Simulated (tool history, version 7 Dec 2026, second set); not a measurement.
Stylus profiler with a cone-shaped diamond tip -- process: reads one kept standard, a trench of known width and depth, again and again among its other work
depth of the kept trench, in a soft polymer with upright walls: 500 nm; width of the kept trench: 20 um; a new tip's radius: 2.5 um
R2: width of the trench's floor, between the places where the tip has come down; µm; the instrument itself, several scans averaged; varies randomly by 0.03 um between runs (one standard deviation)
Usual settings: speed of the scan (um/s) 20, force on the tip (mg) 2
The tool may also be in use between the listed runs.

Run 1, hour 0: usual settings. Result: depth of the trench (Å) 5043, R2 16.1 µm.
Run 2, hour 90.4: usual settings. Result: depth of the trench (Å) 5044.3, R2 16.1 µm.
Run 3, hour 167.2: usual settings but speed of the scan (um/s) 7. Result: depth of the trench (Å) 5043.4, R2 16.12 µm.
Run 4, hour 214.7: usual settings but speed of the scan (um/s) 7. Result: depth of the trench (Å) 5041.3, R2 16.1 µm.
At hour 234.5: height scale calibrated on a step standard.
Run 5, hour 299.7: usual settings but speed of the scan (um/s) 52. Result: depth of the trench (Å) 5063.7, R2 15.97 µm.
Run 6, hour 346.1: usual settings but speed of the scan (um/s) 5. Result: depth of the trench (Å) 5065.4, R2 16.01 µm.
Run 7, hour 411.7: usual settings but speed of the scan (um/s) 5. Result: depth of the trench (Å) 5064, R2 16.04 µm.
Run 8, hour 510.4: usual settings but speed of the scan (um/s) 5. Result: depth of the trench (Å) 5063.1, R2 16.02 µm.
Run 9, hour 593.5: usual settings but speed of the scan (um/s) 5. Result: depth of the trench (Å) 5062.5, R2 15.97 µm.
Run 10, hour 666.5: usual settings. Result: depth of the trench (Å) 5061.4, R2 15.91 µm.
Run 11, hour 746.6: usual settings. Result: depth of the trench (Å) 5059, R2 15.88 µm.
Run 12, hour 828.4: usual settings. Result: depth of the trench (Å) 5059.6, R2 15.9 µm.
Run 13, hour 928.2: usual settings but force on the tip (mg) 4.93. Result: depth of the trench (Å) 5115.1, R2 15.88 µm.
Run 14, hour 1001.5: usual settings but force on the tip (mg) 0.87. Result: depth of the trench (Å) 5029, R2 15.83 µm.
Run 15, hour 1054.4: usual settings but force on the tip (mg) 0.87. Result: depth of the trench (Å) 5027.4, R2 15.77 µm.
Run 16, hour 1112.3: usual settings. Result: depth of the trench (Å) 5056.1, R2 15.73 µm.
Run 17, hour 1184.9: usual settings. Result: depth of the trench (Å) 5056.4, R2 15.71 µm.
Run 18, hour 1279.9: usual settings. Result: depth of the trench (Å) 5054.7, R2 15.71 µm.
Run 19, hour 1348.8: usual settings but force on the tip (mg) 4.39. Result: depth of the trench (Å) 5099.4, R2 15.75 µm.
Run 20, hour 1443.9: usual settings but force on the tip (mg) 1.34. Result: depth of the trench (Å) 5039.4, R2 15.67 µm.
Run 21, hour 1491.9: usual settings but speed of the scan (um/s) 72. Result: depth of the trench (Å) 5053, R2 15.49 µm.
Run 22, hour 1589.7: usual settings. Result: depth of the trench (Å) 5053.9, R2 15.61 µm.
Run 23, hour 1670.9: usual settings but speed of the scan (um/s) 40, force on the tip (mg) 0.85. Result: depth of the trench (Å) 5022.9, R2 15.47 µm.
Run 24, hour 1719.5: usual settings but speed of the scan (um/s) 37, force on the tip (mg) 4.62. Result: depth of the trench (Å) 5099.7, R2 15.58 µm.
Run 25, hour 1802.5: usual settings but speed of the scan (um/s) 37, force on the tip (mg) 4.62. Result: depth of the trench (Å) 5097.9, R2 15.56 µm.
Run 26, hour 1893.9: usual settings but speed of the scan (um/s) 15, force on the tip (mg) 2.65. Result: depth of the trench (Å) 5065.9, R2 15.59 µm.
Run 27, hour 1984.1: usual settings but speed of the scan (um/s) 39, force on the tip (mg) 1.46. Result: depth of the trench (Å) 5036, R2 15.44 µm.
Run 28, hour 2077.8: usual settings but speed of the scan (um/s) 39, force on the tip (mg) 1.46. Result: depth of the trench (Å) 5034.6, R2 15.41 µm.
Run 29, hour 2153.6: usual settings but speed of the scan (um/s) 54, force on the tip (mg) 0.69. Result: depth of the trench (Å) 5011.3, R2 15.22 µm.
Run 30, hour 2237.8: usual settings but speed of the scan (um/s) 30, force on the tip (mg) 1.7. Result: depth of the trench (Å) 5039.2, R2 15.44 µm.
At hour 2263.2: new tip fitted, height scale calibrated.
Run 31, hour 2285.7: usual settings but speed of the scan (um/s) 5, force on the tip (mg) 3.04. Result: depth of the trench (Å) 5087.9, R2 16.91 µm.
Run 32, hour 2337.9: usual settings but speed of the scan (um/s) 13, force on the tip (mg) 1.11. Result: depth of the trench (Å) 5039.6, R2 16.83 µm.
Run 33, hour 2421.5: usual settings but speed of the scan (um/s) 50, force on the tip (mg) 0.71. Result: depth of the trench (Å) 5031.8, R2 16.6 µm.
Run 34, hour 2466.6: usual settings but speed of the scan (um/s) 70, force on the tip (mg) 1.39. Result: depth of the trench (Å) 5049.8, R2 16.58 µm.
Run 35, hour 2530.6: usual settings but speed of the scan (um/s) 70, force on the tip (mg) 1.39. Result: depth of the trench (Å) 5049.8, R2 16.54 µm.
Run 36, hour 2597.3: usual settings but speed of the scan (um/s) 9, force on the tip (mg) 3.91. Result: depth of the trench (Å) 5100.4, R2 16.82 µm.
Run 37, hour 2638.6: usual settings but speed of the scan (um/s) 44, force on the tip (mg) 0.98. Result: depth of the trench (Å) 5036.6, R2 16.53 µm.
Run 38, hour 2737.5: usual settings but speed of the scan (um/s) 30, force on the tip (mg) 0.8. Result: depth of the trench (Å) 5030.7, R2 16.63 µm.
Run 39, hour 2788.8: usual settings but speed of the scan (um/s) 30, force on the tip (mg) 0.8. Result: depth of the trench (Å) 5027.4, R2 16.57 µm.
Run 40, hour 2865.1: usual settings but speed of the scan (um/s) 21, force on the tip (mg) 1.43. Result: depth of the trench (Å) 5044.7, R2 16.64 µm.
Run 41, hour 2914.8: usual settings but speed of the scan (um/s) 21, force on the tip (mg) 1.43. Result: depth of the trench (Å) 5043.2, R2 16.56 µm.
Run 42, hour 2986: usual settings but speed of the scan (um/s) 21, force on the tip (mg) 1.43. Result: depth of the trench (Å) 5045.4, R2 16.51 µm.
Run 43, hour 3062.7: usual settings but speed of the scan (um/s) 55, force on the tip (mg) 1.89. Result: depth of the trench (Å) 5056.1, R2 16.42 µm.

Forecast each of these 4 alternatives for the next run:
Run A, hour 3123.3: usual settings but speed of the scan (um/s) 55, force on the tip (mg) 0.68. Result: depth of the trench (Å) ?, R2 ?.
Run B, hour 3123.3: usual settings but force on the tip (mg) 2.65. Result: depth of the trench (Å) ?, R2 ?.
Run C, hour 3123.3: usual settings but speed of the scan (um/s) 38, force on the tip (mg) 0.94. Result: depth of the trench (Å) ?, R2 ?.
Run D, hour 3123.3: usual settings but speed of the scan (um/s) 38, force on the tip (mg) 1.14. Result: depth of the trench (Å) ?, R2 ?.

run  depth of the trench (Å)     R2
  A                   5022.3  16.31
  B                   5071.3  16.57
  C                   5028.5  16.38
  D                   5032.4  16.41
The same runs, with their run-to-run variation unchanged, on a tool lacking any hidden condition would have given:
run  depth of the trench (Å)     R2
  A                   5032.5   16.7
  B                   5081.6  16.97
  C                   5038.6  16.78
  D                   5042.5   16.8
